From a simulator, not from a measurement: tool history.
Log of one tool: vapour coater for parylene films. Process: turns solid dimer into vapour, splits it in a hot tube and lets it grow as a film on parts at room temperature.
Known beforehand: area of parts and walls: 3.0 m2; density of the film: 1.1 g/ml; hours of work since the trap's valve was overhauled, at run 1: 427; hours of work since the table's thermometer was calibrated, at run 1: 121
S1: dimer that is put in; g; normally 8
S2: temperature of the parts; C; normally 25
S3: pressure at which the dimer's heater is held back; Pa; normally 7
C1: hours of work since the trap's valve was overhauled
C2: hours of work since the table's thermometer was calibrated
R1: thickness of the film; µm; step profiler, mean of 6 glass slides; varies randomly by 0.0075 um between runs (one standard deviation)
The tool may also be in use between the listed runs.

run,hour,S1,S2,S3,C1,C2,R1
1,0,8,25,7,427,121,1.36
2,26.3,8,25,7,442,136,1.359
3,41.2,7,25,7,450,144,1.196
4,54.9,8,21,7,458,152,1.588
5,69.5,8,21,7,466,160,1.594
6,93.6,8,25,7,480,174,1.36
7,112,8,25,7,490,184,1.362
8,130.9,8,25,7,501,195,1.349
9,142,8,25,7,507,201,1.352
10,154.2,6,25,7,514,208,1.008
11,172.6,6,25,7,525,218,1.026
12,186.3,6,26,7,532,226,0.97
13,211.4,9,25,7,547,240,1.518
14,222.7,9,25,7,553,247,1.525
15,248,9,25,7,567,261,1.516
16,264.6,9,25,7,577,270,1.531
17,279.4,8,25,7,585,279,1.34
18,291.2,8,25,7,592,285,1.351
19,309.9,8,25,7,602,296,1.344
20,333.4,7,28,10.95,616,309,0.944
21,358.9,7,28,10.95,630,324,0.953
22,375.7,7,28,10.95,639,333,0.944
23,389.1,7,28,10.95,647,341,0.951
# hour 395.2: trap's valve overhauled
24,419.4,5,28,6.15,14,356,0.755
25,432.7,4,18,7,21,363,0.856
# hour 451.7: trap's valve overhauled, once more
26,460.1,6,29,7,5,377,0.907
27,482.7,3,29,6.63,18,389,0.463
28,502.8,4,36,6.63,29,401,0.463
29,526.4,6,17,5.33,42,414,1.519
30,538.4,6,27,5.33,49,421,1.049
31,557.9,6,27,5.33,60,432,1.043
32,573.5,6,27,5.33,69,441,1.036
33,587.6,5,31,7.85,77,449,0.694

Run 34 is up next; what results do you expect?
34,601.3,9,25,7,85,456,?

Logged for run 34: R1 1.576 µm.
Were there no unlogged condition in the tool, this run, its random variation unchanged, would have produced R1 1.578 µm.
